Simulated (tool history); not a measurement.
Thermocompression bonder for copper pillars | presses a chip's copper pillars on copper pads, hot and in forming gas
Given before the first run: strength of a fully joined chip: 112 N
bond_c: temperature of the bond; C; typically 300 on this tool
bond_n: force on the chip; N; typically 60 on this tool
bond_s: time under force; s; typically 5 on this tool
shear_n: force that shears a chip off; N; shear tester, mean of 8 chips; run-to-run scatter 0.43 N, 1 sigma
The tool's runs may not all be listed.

Run 1, day 0.000: usual settings. Result: shear_n 66.4 N.
Run 2, day 0.238: usual settings but bond_s 4 s. Result: shear_n 63.8 N.
Run 3, day 0.421: usual settings. Result: shear_n 67.4 N.
Run 4, day 0.812: usual settings. Result: shear_n 67.4 N.
Run 5, day 1.217: usual settings. Result: shear_n 65.9 N.
Run 6, day 1.612: usual settings. Result: shear_n 66.7 N.
Run 7, day 1.938: usual settings but bond_n 44 N. Result: shear_n 49.5 N.
Run 8, day 2.204: usual settings but bond_n 72 N. Result: shear_n 76.3 N.
Run 9, day 2.483: usual settings. Result: shear_n 66.6 N.
At day 2.688: forming gas filter changed.
Run 10, day 2.854: usual settings. Result: shear_n 69.8 N.
Run 11, day 3.267: usual settings. Result: shear_n 68.9 N.
Run 12, day 3.604: usual settings. Result: shear_n 68.6 N.
Run 13, day 3.908: usual settings but bond_s 3 s. Result: shear_n 59.0 N.
Run 14, day 4.283: usual settings but bond_s 3 s. Result: shear_n 58.7 N.
Run 15, day 4.625: usual settings but bond_s 3 s. Result: shear_n 58.5 N.
Run 16, day 5.050: usual settings but bond_c 310 C. Result: shear_n 75.5 N.
Run 17, day 5.271: usual settings but bond_c 310 C, bond_s 8 s. Result: shear_n 85.0 N.
Run 18, day 5.646: usual settings but bond_s 6 s. Result: shear_n 73.5 N.
Run 19, day 5.862: usual settings. Result: shear_n 68.1 N.
Run 20, day 6.233: usual settings. Result: shear_n 68.5 N.
Run 21, day 6.496: usual settings. Result: shear_n 68.4 N.
Run 22, day 6.821: usual settings. Result: shear_n 67.6 N.
Run 23, day 7.208: usual settings but bond_c 325 C. Result: shear_n 84.6 N.
Run 24, day 7.583: usual settings but bond_c 274 C, bond_s 14 s. Result: shear_n 69.2 N.
Run 25, day 7.808: usual settings but bond_c 276 C, bond_n 74 N, bond_s 15 s. Result: shear_n 84.6 N.
Run 26, day 8.158: usual settings but bond_n 37 N. Result: shear_n 42.8 N.
Run 27, day 8.471: usual settings but bond_n 37 N, bond_s 7 s. Result: shear_n 48.5 N.
Run 28, day 8.692: usual settings but bond_c 329 C, bond_n 80 N, bond_s 13 s. Result: shear_n 105.5 N.
At day 9.138: forming gas filter changed.
Run 29, day 9.138: usual settings but bond_c 329 C, bond_n 80 N, bond_s 13 s. Result: shear_n 108.6 N.
Run 30, day 9.512: usual settings but bond_c 296 C, bond_n 88 N, bond_s 10 s. Result: shear_n 100.1 N.
Run 31, day 9.817: usual settings but bond_c 293 C, bond_n 84 N, bond_s 3 s. Result: shear_n 74.3 N.
Run 32, day 10.238: usual settings but bond_c 304 C. Result: shear_n 73.5 N.
Run 33, day 10.633: usual settings but bond_c 285 C. Result: shear_n 59.0 N.
Run 34, day 10.817: usual settings. Result: shear_n 69.3 N.
Run 35, day 11.000: usual settings but bond_c 308 C, bond_s 9 s. Result: shear_n 87.5 N.
Run 36, day 11.288: usual settings but bond_c 308 C, bond_s 9 s. Result: shear_n 86.9 N.
Run 37, day 11.708: usual settings but bond_c 302 C, bond_n 40 N, bond_s 3 s. Result: shear_n 40.6 N.
Run 38, day 12.125: usual settings but bond_c 277 C, bond_n 73 N. Result: shear_n 65.2 N.
Run 39, day 12.504: usual settings but bond_c 277 C, bond_n 73 N. Result: shear_n 64.0 N.

Some steps in shear_n, run to run, broken into two amounts with sign: the step expected even without the hidden condition (settings, incoming material, random variation), and the rest, left for the hidden condition together with whatever gauge scatter is not in both the measured and the hidden-condition-free result:
Hidden conditions of the tool in this case: true temperature of the bond over the reading, C; force that reaches the chip, % of what is set; oxide that the forming gas leaves, % of the face; drift of the gauge itself on shear_n, %.
Run 25 -> 26: bond_c 276 -> 300, bond_n 74 -> 37, bond_s 15 -> 5. shear_n -41.8 N: hidden state +0.0, all else -41.8.
Run 27 -> 28: bond_c 300 -> 329, bond_n 37 -> 80, bond_s 7 -> 13. shear_n +57.0 N: hidden state -6.3, all else +63.3.
Run 28 -> 29: forming gas filter changed. shear_n +3.1 N: hidden state +3.7, all else -0.6.
Run 29 -> 30: bond_c 329 -> 296, bond_n 80 -> 88, bond_s 13 -> 10. shear_n -8.5 N: hidden state +3.0, all else -11.5.
Run 36 -> 37: bond_c 308 -> 302, bond_n 60 -> 40, bond_s 9 -> 3. shear_n -46.3 N: hidden state -0.5, all else -45.8.
